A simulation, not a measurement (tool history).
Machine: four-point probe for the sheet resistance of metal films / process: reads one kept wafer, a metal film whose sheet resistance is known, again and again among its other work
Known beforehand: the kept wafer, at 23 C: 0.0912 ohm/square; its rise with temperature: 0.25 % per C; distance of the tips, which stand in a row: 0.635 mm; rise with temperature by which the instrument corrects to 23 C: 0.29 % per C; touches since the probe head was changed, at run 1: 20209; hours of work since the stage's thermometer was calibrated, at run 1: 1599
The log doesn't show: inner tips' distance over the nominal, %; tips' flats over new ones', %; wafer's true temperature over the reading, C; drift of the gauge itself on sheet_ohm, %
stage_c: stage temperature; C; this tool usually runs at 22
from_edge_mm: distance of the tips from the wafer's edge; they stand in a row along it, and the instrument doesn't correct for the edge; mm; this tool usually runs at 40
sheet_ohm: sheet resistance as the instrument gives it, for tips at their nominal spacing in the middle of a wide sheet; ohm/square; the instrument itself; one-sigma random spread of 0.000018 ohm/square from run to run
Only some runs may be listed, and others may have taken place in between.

run    hour  stage_c  from_edge_mm  touches since the probe head was changed  hours of work since the stage's thermometer was calibrated  sheet_ohm
  1     0.0       22            40                                     20209                                                        1599   0.091257
  2    27.4       22            40                                     21440                                                        1616   0.091262
  3    54.3       22            40                                     22652                                                        1632   0.091292
  4    82.5       22             8                                     23917                                                        1649   0.091602
  5   118.1       23            40                                     25519                                                        1671   0.091259
  6   153.0       22            40                                     27087                                                        1692   0.091285
  7   197.1       22            13                                     29069                                                        1719   0.091400
  8   241.2       22            13                                     31050                                                        1746   0.091413
  9   268.8       22            13                                     32295                                                        1763   0.091401
 10   308.4       22            13                                     34072                                                        1787   0.091414
 11   344.3       22            40                                     35686                                                        1808   0.091348
 12   407.5       22            40                                     38527                                                        1847   0.091340
 13   461.7       22            40                                     40967                                                        1880   0.091343
 14   516.1       22             3                                     43413                                                        1913   0.093504
 15   574.3       22             3                                     46027                                                        1948   0.093511
 16   617.5       22             3                                     47968                                                        1975   0.093517
 17   656.5       22             3                                     49722                                                        1998   0.093562
 18   721.3       21             3                                     52637                                                        2038   0.093591
 19   783.3       21             3                                     55422                                                        2075   0.093579
 20   838.5       21             3                                     57907                                                        2109   0.093587
 21   882.4       32            40                                     59878                                                        2136   0.091082
 22   920.4       32            16                                     61587                                                        2159   0.091157
 23   980.3       34            10                                     64282                                                        2195   0.091208
 24  1007.3       32            51                                     65495                                                        2212   0.091098
 25  1034.7       29            14                                     66725                                                        2228   0.091282
 26  1099.9       29            14                                     69656                                                        2268   0.091289
 27  1136.0       20             4                                     71281                                                        2290   0.092759
 28  1174.9       20             4                                     73027                                                        2314   0.092764
 29  1234.2       30            57                                     75697                                                        2350   0.091203
 30  1292.2       23            23                                     78303                                                        2385   0.091492
 31  1355.3       18            50                                     81139                                                        2423   0.091639
 32  1397.1       22            27                                     83017                                                        2449   0.091546
 33  1453.9       32            47                                     85574                                                        2483   0.091184
 34  1504.7       32            47                                     87855                                                        2514   0.091169

Branching from run 34: 4 alternative next runs. What would each branch give?
  A  1559.5       18            40                                     90319                                                        2548          ?
  B  1559.5       20             8                                     90319                                                        2548          ?
  C  1559.5       19            10                                     90319                                                        2548          ?
  D  1559.5       27            19                                     90319                                                        2548          ?

run  sheet_ohm
  A   0.091704
  B   0.091933
  C   0.091823
  D   0.091375
The same runs, with their run-to-run variation unchanged, on a tool lacking any hidden condition would have given:
run  sheet_ohm
  A   0.091410
  B   0.091637
  C   0.091528
  D   0.091078
